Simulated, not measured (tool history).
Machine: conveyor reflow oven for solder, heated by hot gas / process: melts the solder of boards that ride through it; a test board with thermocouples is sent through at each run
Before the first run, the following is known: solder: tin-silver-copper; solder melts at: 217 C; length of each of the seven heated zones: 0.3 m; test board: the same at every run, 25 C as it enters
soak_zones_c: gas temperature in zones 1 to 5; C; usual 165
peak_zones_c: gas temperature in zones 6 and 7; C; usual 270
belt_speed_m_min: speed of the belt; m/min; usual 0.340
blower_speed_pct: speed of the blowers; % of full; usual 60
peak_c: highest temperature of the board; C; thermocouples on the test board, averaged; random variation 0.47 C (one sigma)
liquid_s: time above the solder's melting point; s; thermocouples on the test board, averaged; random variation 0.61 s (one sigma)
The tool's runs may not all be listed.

run   hour  soak_zones_c  peak_zones_c  belt_speed_m_min  blower_speed_pct  peak_c  liquid_s
  1    0.0           165           270             0.340                60   248.3      70.7
      21.9  -- belt drive overhauled, speed set with a stopwatch
  2   22.1           165           270             0.340                60   248.2      69.8
  3   36.9           165           270             0.340                60   247.9      71.1
      46.6  -- flux residue cleaned out of gas plates and filters
  4   56.2           165           270             0.340                60   251.5      74.8
  5   72.6           165           270             0.340                60   251.1      74.6
  6   89.2           165           270             0.340                60   251.4      73.9
  7   99.5           165           270             0.340                52   248.3      71.2
     109.4  -- belt drive overhauled, speed set with a stopwatch, once more
  8  119.8           165           270             0.340                60   249.5      72.8
  9  132.3           165           280             0.340                60   258.2      80.5
 10  144.3           165           280             0.276                60   265.2     107.8
 11  160.6           165           280             0.276                60   265.7     107.6
 12  170.0           156           270             0.340                60   248.1      66.7
 13  179.6           158           270             0.340                60   247.5      66.4
 14  199.5           158           270             0.340                60   247.0      68.4
 15  217.2           158           270             0.340                60   247.9      67.1
 16  226.4           158           270             0.340                65   249.5      68.5
 17  243.1           158           270             0.340                65   248.9      67.7
 18  259.7           166           280             0.391                65   253.5      65.4
 19  270.8           165           269             0.283                60   254.9      93.3
 20  286.5           165           269             0.283                60   254.2      93.7
 21  306.5           161           266             0.340                60   243.2      63.3
 22  322.7           161           258             0.340                70   240.4      57.9
 23  334.8           156           270             0.358                60   244.1      57.9
 24  345.0           165           266             0.393                88   245.6      56.6
 25  354.7           174           268             0.340                60   249.2      74.6
 26  363.2           160           267             0.401                85   243.9      52.3
 27  371.7           162           269             0.292                63   252.2      87.4
 28  392.2           165           270             0.326                60   249.7      75.3

What will run 29 give?
 29  407.1           165           270             0.326                60       ?         ?

{"run 29": {"peak_c": 249.6, "liquid_s": 75.4}}
The same run, on a tool lacking any hidden state, would have yielded peak_c 253.0 C, liquid_s 79.5 s.
